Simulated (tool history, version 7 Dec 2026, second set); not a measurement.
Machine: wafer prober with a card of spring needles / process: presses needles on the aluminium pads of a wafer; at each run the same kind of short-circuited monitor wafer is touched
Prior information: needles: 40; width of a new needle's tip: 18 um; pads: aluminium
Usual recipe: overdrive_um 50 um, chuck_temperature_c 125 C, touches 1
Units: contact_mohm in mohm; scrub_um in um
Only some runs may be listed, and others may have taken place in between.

run 1 day=0.000 | overdrive_um=50 chuck_temperature_c=125 touches=1 | contact_mohm=242 scrub_um=10.96
run 2 day=0.354 | overdrive_um=50 chuck_temperature_c=125 touches=1 | contact_mohm=238 scrub_um=10.96
run 3 day=0.783 | overdrive_um=50 chuck_temperature_c=125 touches=1 | contact_mohm=241 scrub_um=10.92
run 4 day=1.021 | overdrive_um=50 chuck_temperature_c=125 touches=1 | contact_mohm=237 scrub_um=10.95
run 5 day=1.438 | overdrive_um=50 chuck_temperature_c=125 touches=1 | contact_mohm=236 scrub_um=10.97
run 6 day=1.875 | overdrive_um=50 chuck_temperature_c=125 touches=1 | contact_mohm=236 scrub_um=10.98
run 7 day=2.104 | overdrive_um=50 chuck_temperature_c=125 touches=1 | contact_mohm=240 scrub_um=10.97
run 8 day=2.638 | overdrive_um=50 chuck_temperature_c=125 touches=2 | contact_mohm=237 scrub_um=10.97
run 9 day=2.917 | overdrive_um=50 chuck_temperature_c=125 touches=2 | contact_mohm=241 scrub_um=10.96
run 10 day=3.375 | overdrive_um=50 chuck_temperature_c=34 touches=1 | contact_mohm=218 scrub_um=10.96
run 11 day=3.600 | overdrive_um=50 chuck_temperature_c=34 touches=1 | contact_mohm=213 scrub_um=10.99
run 12 day=3.942 | overdrive_um=50 chuck_temperature_c=34 touches=1 | contact_mohm=215 scrub_um=10.95
run 13 day=4.325 | overdrive_um=50 chuck_temperature_c=34 touches=1 | contact_mohm=214 scrub_um=10.96
run 14 day=4.558 | overdrive_um=50 chuck_temperature_c=34 touches=1 | contact_mohm=215 scrub_um=10.97
run 15 day=5.046 | overdrive_um=35 chuck_temperature_c=119 touches=1 | contact_mohm=250 scrub_um=7.72
run 16 day=5.512 | overdrive_um=31 chuck_temperature_c=49 touches=3 | contact_mohm=232 scrub_um=6.76
run 17 day=5.996 | overdrive_um=67 chuck_temperature_c=125 touches=2 | contact_mohm=235 scrub_um=14.72
run 18 day=6.271 | overdrive_um=57 chuck_temperature_c=27 touches=2 | contact_mohm=209 scrub_um=12.52
run 19 day=6.554 | overdrive_um=57 chuck_temperature_c=125 touches=3 | contact_mohm=232 scrub_um=12.50
run 20 day=6.883 | overdrive_um=50 chuck_temperature_c=125 touches=3 | contact_mohm=239 scrub_um=10.93
run 21 day=7.225 | overdrive_um=46 chuck_temperature_c=125 touches=2 | contact_mohm=238 scrub_um=10.10
run 22 day=7.529 | overdrive_um=44 chuck_temperature_c=101 touches=2 | contact_mohm=236 scrub_um=9.71
run 23 day=7.754 | overdrive_um=50 chuck_temperature_c=69 touches=2 | contact_mohm=226 scrub_um=10.98
run 24 day=8.067 | overdrive_um=50 chuck_temperature_c=69 touches=2 | contact_mohm=222 scrub_um=10.98
run 25 day=8.521 | overdrive_um=50 chuck_temperature_c=69 touches=2 | contact_mohm=226 scrub_um=11.02
run 26 day=8.854 | overdrive_um=50 chuck_temperature_c=69 touches=2 | contact_mohm=222 scrub_um=11.04
run 27 day=9.196 | overdrive_um=50 chuck_temperature_c=69 touches=2 | contact_mohm=221 scrub_um=11.02
run 28 day=9.654 | overdrive_um=37 chuck_temperature_c=76 touches=1 | contact_mohm=234 scrub_um=8.14

Missing from the log above: 14 entries noted between runs. For each, name the pair of listed runs it sits between and say how the tool's hidden condition differs from the listed run just before to the listed run just after:
Between runs 1 and 2: tips cleaned on abrasive film (day 0.108)
  debris on the tips, nm: 0.7 -> 0.4
Between runs 3 and 4: tips cleaned on abrasive film (day 0.854)
  debris on the tips, nm: 0.7 -> 0.3
Between runs 5 and 6: tips cleaned on abrasive film (day 1.588)
  debris on the tips, nm: 0.6 -> 0.5; tips' diameter, um: 18 -> 18.01
Between runs 7 and 8: tips cleaned on abrasive film (day 2.329)
  debris on the tips, nm: 0.6 -> 0.5
Between runs 9 and 10: tips cleaned on abrasive film (day 3.071)
  debris on the tips, nm: 0.6 -> 0.5
Between runs 11 and 12: tips cleaned on abrasive film (day 3.804)
  debris on the tips, nm: 0.6 -> 0.3
Between runs 13 and 14: tips cleaned on abrasive film (day 4.538)
  debris on the tips, nm: 0.6 -> 0.1
Between runs 15 and 16: tips cleaned on abrasive film (day 5.296)
  debris on the tips, nm: 0.6 -> 0.4; way that the needles fall short of the set height, um: 0 -> 0.01
Between runs 17 and 18: tips cleaned on abrasive film (day 6.046)
  debris on the tips, nm: 0.7 -> 0.4
Between runs 19 and 20: tips cleaned on abrasive film (day 6.779)
  debris on the tips, nm: 0.6 -> 0.2
Between runs 21 and 22: tips cleaned on abrasive film (day 7.521)
  debris on the tips, nm: 0.6 -> 0.1
Between runs 23 and 24: height of the first contact set anew (day 7.796)
  debris on the tips, nm: 0.4 -> 0.6; way that the needles fall short of the set height, um: 0.01 -> 0
Between runs 24 and 25: tips cleaned on abrasive film (day 8.267)
  debris on the tips, nm: 0.6 -> 0.4
Between runs 26 and 27: tips cleaned on abrasive film (day 9.033)
  debris on the tips, nm: 0.7 -> 0.4
